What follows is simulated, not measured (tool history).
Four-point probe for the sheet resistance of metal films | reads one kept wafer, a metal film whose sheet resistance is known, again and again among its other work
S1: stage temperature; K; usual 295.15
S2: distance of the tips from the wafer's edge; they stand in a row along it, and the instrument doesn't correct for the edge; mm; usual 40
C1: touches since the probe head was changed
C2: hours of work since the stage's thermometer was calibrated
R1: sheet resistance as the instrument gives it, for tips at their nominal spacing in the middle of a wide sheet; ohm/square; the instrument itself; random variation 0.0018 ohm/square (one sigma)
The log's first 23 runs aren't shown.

{"day": 32.688, "done": "stage's thermometer calibrated"}
{"run": 24, "day": 33.858, "S1": 304.15, "S2": 4, "C1": 45950, "C2": 16, "R1": 9.253923}
{"run": 25, "day": 35.108, "S1": 298.15, "S2": 8, "C1": 46720, "C2": 33, "R1": 8.931417}
{"run": 26, "day": 36.479, "S1": 298.15, "S2": 8, "C1": 47566, "C2": 52, "R1": 8.932565}
{"run": 27, "day": 37.496, "S1": 298.15, "S2": 8, "C1": 48192, "C2": 65, "R1": 8.931702}
{"run": 28, "day": 38.529, "S1": 293.15, "S2": 18, "C1": 48830, "C2": 79, "R1": 8.848164}
{"run": 29, "day": 39.392, "S1": 293.15, "S2": 18, "C1": 49360, "C2": 91, "R1": 8.847394}
{"run": 30, "day": 40.533, "S1": 300.15, "S2": 25, "C1": 50065, "C2": 107, "R1": 8.82215}
{"run": 31, "day": 41.504, "S1": 300.15, "S2": 25, "C1": 50664, "C2": 120, "R1": 8.822208}
{"run": 32, "day": 42.842, "S1": 297.15, "S2": 11, "C1": 51487, "C2": 138, "R1": 8.879769}
{"run": 33, "day": 44.858, "S1": 303.15, "S2": 54, "C1": 52731, "C2": 166, "R1": 8.809674}
{"run": 34, "day": 46.433, "S1": 303.15, "S2": 16, "C1": 53700, "C2": 187, "R1": 8.837128}
{"run": 35, "day": 47.942, "S1": 298.15, "S2": 4, "C1": 54630, "C2": 208, "R1": 9.269507}
{"run": 36, "day": 49.85, "S1": 298.15, "S2": 4, "C1": 55807, "C2": 234, "R1": 9.269139}
{"run": 37, "day": 51.283, "S1": 307.15, "S2": 4, "C1": 56691, "C2": 253, "R1": 9.254033}

Run 38 comes next. What will it give?
{"run": 38, "day": 53.05, "S1": 307.15, "S2": 4, "C1": 57779, "C2": 277, "R1": "?"}

R1: 9.254403 ohm/square
Without the tool's hidden state the same run would have given R1 9.176906 ohm/square.

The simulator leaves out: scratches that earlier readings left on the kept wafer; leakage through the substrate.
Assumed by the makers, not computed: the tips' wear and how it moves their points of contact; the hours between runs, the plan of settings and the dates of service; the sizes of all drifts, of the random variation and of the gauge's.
